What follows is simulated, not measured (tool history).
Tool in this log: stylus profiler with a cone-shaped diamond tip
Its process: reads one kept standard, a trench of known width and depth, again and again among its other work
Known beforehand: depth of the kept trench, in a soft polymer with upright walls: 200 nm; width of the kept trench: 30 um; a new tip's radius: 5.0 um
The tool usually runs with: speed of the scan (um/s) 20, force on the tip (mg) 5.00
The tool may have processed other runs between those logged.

run     day  speed of the scan (um/s)  force on the tip (mg)  depth of the trench (angstrom)  width of the trench's floor (µm)
  1   0.000                        20                   5.00                          2028.1                             26.83
  2   0.875                        20                   5.00                          2029.5                             26.85
  3   1.596                        20                   5.00                          2028.7                             26.83
  4   2.425                        20                   5.00                          2029.7                             26.86
  5   3.146                        20                   5.00                          2029.5                             26.80
  6   3.733                        20                   5.00                          2029.1                             26.77
  7   4.525                        20                   5.00                          2028.2                             26.76
  8   5.383                        20                   5.00                          2028.7                             26.79
  9   5.954                        20                   5.00                          2030.3                             26.76
 10   6.658                        20                   5.00                          2029.6                             26.73
 11   7.467                        20                   5.00                          2029.6                             26.72
 12   7.900                        20                   5.00                          2029.4                             26.77
 13   8.512                        20                   5.00                          2028.2                             26.71
 14   9.462                        20                   5.00                          2029.7                             26.74
 15  10.033                        33                   5.00                          2029.2                             26.66
 16  10.504                         6                   5.00                          2030.1                             26.69
 17  10.967                        20                   5.00                          2028.9                             26.67
 18  11.442                        20                   5.00                          2029.9                             26.70
 19  11.929                        26                   6.55                          2036.3                             26.65
 20  12.412                        57                   3.44                          2023.5                             26.64
 21  13.304                        48                  13.95                          2057.1                             26.64
 22  14.317                        48                  13.95                          2057.0                             26.65
 23  14.983                        12                   2.92                          2021.7                             26.69
     15.096  -- height scale calibrated on a step standard
 24  15.754                        12                  10.38                          2049.2                             26.67
 25  16.442                        12                  10.38                          2047.5                             26.68
 26  17.125                        12                  10.38                          2048.7                             26.65
     17.650  -- height scale calibrated on a step standard, once more
 27  18.042                        12                  10.38                          2043.3                             26.60
 28  18.575                        71                   5.00                          2026.0                             26.49
 29  19.312                        39                   7.93                          2035.8                             26.64

What does the tool deliver on the next run?
 30  20.000                        39                   7.93                               ?                                 ?

Run 30 gave depth of the trench (angstrom) 2036.1, width of the trench's floor (µm) 26.57.
If the tool had no hidden condition, the same run with the same run-to-run variation would have returned depth of the trench (angstrom) 2036.4, width of the trench's floor (µm) 27.16.

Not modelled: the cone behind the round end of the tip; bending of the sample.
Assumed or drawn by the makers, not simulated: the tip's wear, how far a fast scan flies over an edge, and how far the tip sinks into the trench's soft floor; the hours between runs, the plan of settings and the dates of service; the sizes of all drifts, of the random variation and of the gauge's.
